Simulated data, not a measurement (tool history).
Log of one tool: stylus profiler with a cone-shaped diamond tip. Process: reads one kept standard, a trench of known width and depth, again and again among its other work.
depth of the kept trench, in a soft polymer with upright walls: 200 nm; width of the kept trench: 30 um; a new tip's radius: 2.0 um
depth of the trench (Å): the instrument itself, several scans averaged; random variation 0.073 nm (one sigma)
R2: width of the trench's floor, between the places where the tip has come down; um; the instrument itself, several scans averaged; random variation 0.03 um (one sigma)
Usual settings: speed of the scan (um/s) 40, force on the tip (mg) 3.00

run 1 day=0.000 | speed_of_the_scan_(um/s)=40 force_on_the_tip_(mg)=3.00 | depth_of_the_trench_(Å)=2042.9 R2=27.41
run 2 day=1.642 | speed_of_the_scan_(um/s)=40 force_on_the_tip_(mg)=1.50 | depth_of_the_trench_(Å)=2030.2 R2=27.40
run 3 day=2.675 | speed_of_the_scan_(um/s)=40 force_on_the_tip_(mg)=1.99 | depth_of_the_trench_(Å)=2035.0 R2=27.39
run 4 day=4.062 | speed_of_the_scan_(um/s)=40 force_on_the_tip_(mg)=1.99 | depth_of_the_trench_(Å)=2033.9 R2=27.36
-- day=4.375 new tip fitted, height scale calibrated
run 5 day=6.200 | speed_of_the_scan_(um/s)=40 force_on_the_tip_(mg)=1.99 | depth_of_the_trench_(Å)=2030.6 R2=28.05
run 6 day=7.612 | speed_of_the_scan_(um/s)=40 force_on_the_tip_(mg)=1.99 | depth_of_the_trench_(Å)=2027.6 R2=28.11
run 7 day=8.933 | speed_of_the_scan_(um/s)=40 force_on_the_tip_(mg)=3.00 | depth_of_the_trench_(Å)=2038.7 R2=28.08
run 8 day=9.988 | speed_of_the_scan_(um/s)=61 force_on_the_tip_(mg)=3.00 | depth_of_the_trench_(Å)=2038.2 R2=28.00
run 9 day=11.288 | speed_of_the_scan_(um/s)=40 force_on_the_tip_(mg)=8.75 | depth_of_the_trench_(Å)=2075.0 R2=28.11
run 10 day=12.571 | speed_of_the_scan_(um/s)=140 force_on_the_tip_(mg)=8.75 | depth_of_the_trench_(Å)=2077.2 R2=27.95
run 11 day=14.404 | speed_of_the_scan_(um/s)=40 force_on_the_tip_(mg)=4.30 | depth_of_the_trench_(Å)=2048.2 R2=28.06
run 12 day=16.150 | speed_of_the_scan_(um/s)=40 force_on_the_tip_(mg)=3.00 | depth_of_the_trench_(Å)=2039.2 R2=27.95
run 13 day=17.092 | speed_of_the_scan_(um/s)=40 force_on_the_tip_(mg)=3.00 | depth_of_the_trench_(Å)=2039.0 R2=27.96
run 14 day=18.100 | speed_of_the_scan_(um/s)=114 force_on_the_tip_(mg)=3.00 | depth_of_the_trench_(Å)=2039.0 R2=27.71
run 15 day=20.146 | speed_of_the_scan_(um/s)=40 force_on_the_tip_(mg)=3.00 | depth_of_the_trench_(Å)=2039.7 R2=27.92
run 16 day=22.029 | speed_of_the_scan_(um/s)=40 force_on_the_tip_(mg)=3.00 | depth_of_the_trench_(Å)=2039.5 R2=27.91
run 17 day=23.342 | speed_of_the_scan_(um/s)=142 force_on_the_tip_(mg)=3.00 | depth_of_the_trench_(Å)=2038.5 R2=27.52
run 18 day=24.875 | speed_of_the_scan_(um/s)=40 force_on_the_tip_(mg)=4.53 | depth_of_the_trench_(Å)=2051.3 R2=27.83
run 19 day=26.650 | speed_of_the_scan_(um/s)=40 force_on_the_tip_(mg)=4.53 | depth_of_the_trench_(Å)=2051.6 R2=27.90
run 20 day=28.004 | speed_of_the_scan_(um/s)=22 force_on_the_tip_(mg)=3.00 | depth_of_the_trench_(Å)=2039.6 R2=27.87
run 21 day=29.442 | speed_of_the_scan_(um/s)=66 force_on_the_tip_(mg)=3.00 | depth_of_the_trench_(Å)=2042.1 R2=27.74
run 22 day=31.129 | speed_of_the_scan_(um/s)=31 force_on_the_tip_(mg)=3.77 | depth_of_the_trench_(Å)=2046.4 R2=27.82
run 23 day=32.938 | speed_of_the_scan_(um/s)=11 force_on_the_tip_(mg)=6.09 | depth_of_the_trench_(Å)=2063.3 R2=27.88
run 24 day=34.233 | speed_of_the_scan_(um/s)=14 force_on_the_tip_(mg)=1.42 | depth_of_the_trench_(Å)=2026.5 R2=27.80
run 25 day=35.717 | speed_of_the_scan_(um/s)=30 force_on_the_tip_(mg)=1.42 | depth_of_the_trench_(Å)=2027.5 R2=27.69
run 26 day=36.712 | speed_of_the_scan_(um/s)=95 force_on_the_tip_(mg)=3.00 | depth_of_the_trench_(Å)=2042.4 R2=27.50
run 27 day=38.738 | speed_of_the_scan_(um/s)=95 force_on_the_tip_(mg)=3.00 | depth_of_the_trench_(Å)=2041.2 R2=27.46
run 28 day=40.521 | speed_of_the_scan_(um/s)=81 force_on_the_tip_(mg)=3.00 | depth_of_the_trench_(Å)=2041.4 R2=27.55
run 29 day=42.554 | speed_of_the_scan_(um/s)=81 force_on_the_tip_(mg)=3.00 | depth_of_the_trench_(Å)=2041.2 R2=27.48
run 30 day=43.608 | speed_of_the_scan_(um/s)=21 force_on_the_tip_(mg)=3.00 | depth_of_the_trench_(Å)=2041.4 R2=27.70
run 31 day=44.625 | speed_of_the_scan_(um/s)=12 force_on_the_tip_(mg)=2.11 | depth_of_the_trench_(Å)=2034.4 R2=27.79
run 32 day=46.521 | speed_of_the_scan_(um/s)=25 force_on_the_tip_(mg)=3.58 | depth_of_the_trench_(Å)=2046.2 R2=27.63
run 33 day=47.717 | speed_of_the_scan_(um/s)=12 force_on_the_tip_(mg)=1.58 | depth_of_the_trench_(Å)=2029.9 R2=27.57
run 34 day=48.917 | speed_of_the_scan_(um/s)=29 force_on_the_tip_(mg)=2.46 | depth_of_the_trench_(Å)=2038.2 R2=27.64
run 35 day=50.638 | speed_of_the_scan_(um/s)=26 force_on_the_tip_(mg)=2.32 | depth_of_the_trench_(Å)=2037.7 R2=27.61
run 36 day=52.158 | speed_of_the_scan_(um/s)=26 force_on_the_tip_(mg)=2.32 | depth_of_the_trench_(Å)=2037.9 R2=27.58
run 37 day=54.012 | speed_of_the_scan_(um/s)=26 force_on_the_tip_(mg)=2.32 | depth_of_the_trench_(Å)=2037.4 R2=27.44
run 38 day=55.458 | speed_of_the_scan_(um/s)=107 force_on_the_tip_(mg)=4.22 | depth_of_the_trench_(Å)=2053.2 R2=27.35
run 39 day=57.558 | speed_of_the_scan_(um/s)=20 force_on_the_tip_(mg)=3.82 | depth_of_the_trench_(Å)=2051.9 R2=27.51
run 40 day=58.988 | speed_of_the_scan_(um/s)=20 force_on_the_tip_(mg)=3.82 | depth_of_the_trench_(Å)=2049.4 R2=27.56

4 ways to go on from here, each from the tool as it stands after run 40. What would each give?
run A day=60.204 | speed_of_the_scan_(um/s)=12 force_on_the_tip_(mg)=3.12 | depth_of_the_trench_(Å)=? R2=?
run B day=60.204 | speed_of_the_scan_(um/s)=20 force_on_the_tip_(mg)=1.58 | depth_of_the_trench_(Å)=? R2=?
run C day=60.204 | speed_of_the_scan_(um/s)=20 force_on_the_tip_(mg)=1.15 | depth_of_the_trench_(Å)=? R2=?
run D day=60.204 | speed_of_the_scan_(um/s)=53 force_on_the_tip_(mg)=2.71 | depth_of_the_trench_(Å)=? R2=?

run=A depth_of_the_trench_(Å)=2046.1 R2=27.49
run=B depth_of_the_trench_(Å)=2031.1 R2=27.45
run=C depth_of_the_trench_(Å)=2028.1 R2=27.47
run=D depth_of_the_trench_(Å)=2042.8 R2=27.38
Without the tool's hidden state the same runs would have given:
run=A depth_of_the_trench_(Å)=2038.3 R2=28.19
run=B depth_of_the_trench_(Å)=2023.3 R2=28.14
run=C depth_of_the_trench_(Å)=2020.4 R2=28.17
run=D depth_of_the_trench_(Å)=2035.0 R2=28.07
